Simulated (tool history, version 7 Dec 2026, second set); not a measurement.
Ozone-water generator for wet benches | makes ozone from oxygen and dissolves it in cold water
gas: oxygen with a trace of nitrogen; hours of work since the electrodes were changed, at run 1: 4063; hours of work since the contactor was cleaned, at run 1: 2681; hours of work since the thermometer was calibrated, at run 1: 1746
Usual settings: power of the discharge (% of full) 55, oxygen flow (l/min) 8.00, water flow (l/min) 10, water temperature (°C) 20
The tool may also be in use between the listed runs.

run,hour,power of the discharge (% of full),oxygen flow (l/min),water flow (l/min),water temperature (°C),hours of work since the electrodes were changed,hours of work since the contactor was cleaned,hours of work since the thermometer was calibrated,dissolved ozone (ppm),ozone in the gas ahead of the water (g/m3)
1,0.0,55,8.00,10,20,4063,2681,1746,35.6,222.3
2,78.6,55,8.00,10,20,4141,2759,1824,35.9,218.3
3,161.2,55,8.00,10,20,4223,2841,1906,35.5,220.9
4,219.1,55,8.00,10,23,4280,2898,1963,33.1,218.5
5,306.8,55,8.00,6,23,4368,2986,2050,41.1,220.3
6,398.5,55,8.00,6,23,4459,3077,2142,41.4,222.1
7,446.2,55,8.00,6,23,4506,3124,2189,40.8,223.6
8,496.2,55,8.00,6,23,4556,3174,2239,40.7,223.5
9,577.3,55,8.00,6,23,4636,3254,2319,41.0,223.8
10,626.1,55,8.00,6,23,4685,3303,2368,41.2,221.1
11,726.3,55,8.00,6,23,4784,3402,2467,41.0,223.4
12,831.2,55,8.00,6,23,4888,3507,2571,41.5,223.4
# hour 928.1: gauge calibrated
13,935.2,55,8.00,14,20,4992,3610,2675,29.9,219.4
14,1000.6,55,8.00,14,20,5057,3675,2740,29.8,218.1
15,1069.4,50,8.00,10,20,5125,3743,2808,33.5,207.0
16,1156.8,50,8.00,10,20,5212,3830,2895,33.7,205.9
17,1254.2,50,8.00,10,20,5309,3927,2992,33.3,206.9
18,1300.8,55,8.00,10,20,5355,3973,3038,35.6,220.1
19,1376.3,55,8.00,10,20,5430,4048,3113,35.6,222.5
20,1450.5,81,5.26,7,27,5504,4122,3187,51.4,356.8
21,1511.9,81,5.26,7,27,5565,4183,3248,51.9,359.2
22,1584.1,81,7.09,7,27,5636,4254,3319,46.9,306.1

Forecast run 23:
23,1673.5,97,5.97,10,20,5725,4343,3408,?,?

Run 23 gave dissolved ozone (ppm) 56.1, ozone in the gas ahead of the water (g/m3) 385.5.
Without the tool's hidden state the same run would have given dissolved ozone (ppm) 56.4, ozone in the gas ahead of the water (g/m3) 377.8.
